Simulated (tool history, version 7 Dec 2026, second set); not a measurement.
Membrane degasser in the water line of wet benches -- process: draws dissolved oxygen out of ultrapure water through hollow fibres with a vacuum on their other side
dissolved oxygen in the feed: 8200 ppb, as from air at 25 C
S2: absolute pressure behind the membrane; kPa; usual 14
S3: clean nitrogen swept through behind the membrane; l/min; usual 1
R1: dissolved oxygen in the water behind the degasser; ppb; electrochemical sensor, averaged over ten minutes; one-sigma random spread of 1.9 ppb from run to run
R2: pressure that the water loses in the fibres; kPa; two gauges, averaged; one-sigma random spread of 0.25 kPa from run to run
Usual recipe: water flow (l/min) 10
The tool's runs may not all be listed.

run 1 hour=0 | water_flow_(l/min)=10 S2=14 S3=1 | R1=276.7 R2=65.05
run 2 hour=57.9 | water_flow_(l/min)=10 S2=14 S3=2.49 | R1=136.1 R2=65.32
run 3 hour=117.7 | water_flow_(l/min)=10 S2=14 S3=2.49 | R1=138.1 R2=65.42
run 4 hour=168.4 | water_flow_(l/min)=10 S2=14 S3=2.49 | R1=135.8 R2=64.91
run 5 hour=238 | water_flow_(l/min)=10 S2=14 S3=2.49 | R1=135.6 R2=64.84
run 6 hour=317 | water_flow_(l/min)=10 S2=14 S3=1 | R1=281.4 R2=65.19
run 7 hour=425.4 | water_flow_(l/min)=10 S2=27.8 S3=1 | R1=566.4 R2=64.79
run 8 hour=520.6 | water_flow_(l/min)=10 S2=14 S3=0.64 | R1=396.6 R2=65.17
run 9 hour=605.4 | water_flow_(l/min)=10 S2=14 S3=0.64 | R1=399.4 R2=64.96
run 10 hour=707.4 | water_flow_(l/min)=10 S2=14 S3=0.64 | R1=404 R2=64.87
run 11 hour=751.9 | water_flow_(l/min)=10 S2=14 S3=0.64 | R1=401.1 R2=65.52
run 12 hour=860.9 | water_flow_(l/min)=10 S2=8.5 S3=1 | R1=155.5 R2=65
run 13 hour=933 | water_flow_(l/min)=10 S2=32.2 S3=1.19 | R1=573.2 R2=65.49
run 14 hour=1036.3 | water_flow_(l/min)=6 S2=29.5 S3=0.68 | R1=525.9 R2=39.18
run 15 hour=1139.6 | water_flow_(l/min)=8 S2=14 S3=0.89 | R1=242.2 R2=52.24
run 16 hour=1214 | water_flow_(l/min)=7 S2=13.1 S3=1 | R1=173.1 R2=45.5
run 17 hour=1321.9 | water_flow_(l/min)=10 S2=29.3 S3=1 | R1=606.2 R2=65.17
run 18 hour=1371.6 | water_flow_(l/min)=10 S2=29.3 S3=1 | R1=609.5 R2=65.27
run 19 hour=1462 | water_flow_(l/min)=10 S2=17.4 S3=0.44 | R1=687.6 R2=65.19
run 20 hour=1556.8 | water_flow_(l/min)=12 S2=11.8 S3=0.46 | R1=518.9 R2=78.43
run 21 hour=1631.5 | water_flow_(l/min)=13 S2=15.6 S3=0.51 | R1=708.6 R2=84.21
run 22 hour=1691 | water_flow_(l/min)=9 S2=15.6 S3=2.58 | R1=126.6 R2=58.64
run 23 hour=1768.4 | water_flow_(l/min)=12 S2=21.5 S3=2.58 | R1=260.5 R2=77.77
run 24 hour=1837.4 | water_flow_(l/min)=11 S2=14 S3=0.73 | R1=400.7 R2=71.05

What if the next run were any one of these 3? Each begins from the tool's condition after run 24:
run A hour=1931.4 | water_flow_(l/min)=10 S2=12.2 S3=1 | R1=? R2=?
run B hour=1931.4 | water_flow_(l/min)=11 S2=14 S3=0.73 | R1=? R2=?
run C hour=1931.4 | water_flow_(l/min)=10 S2=14 S3=0.73 | R1=? R2=?

run=A R1=238.4 R2=65.03
run=B R1=399.7 R2=71.44
run=C R1=363.8 R2=65.45
Take away the tool's hidden state, keep each run's random variation, and the runs would have read:
run=A R1=238.1 R2=65.01
run=B R1=399.4 R2=71.43
run=C R1=363.4 R2=65.44
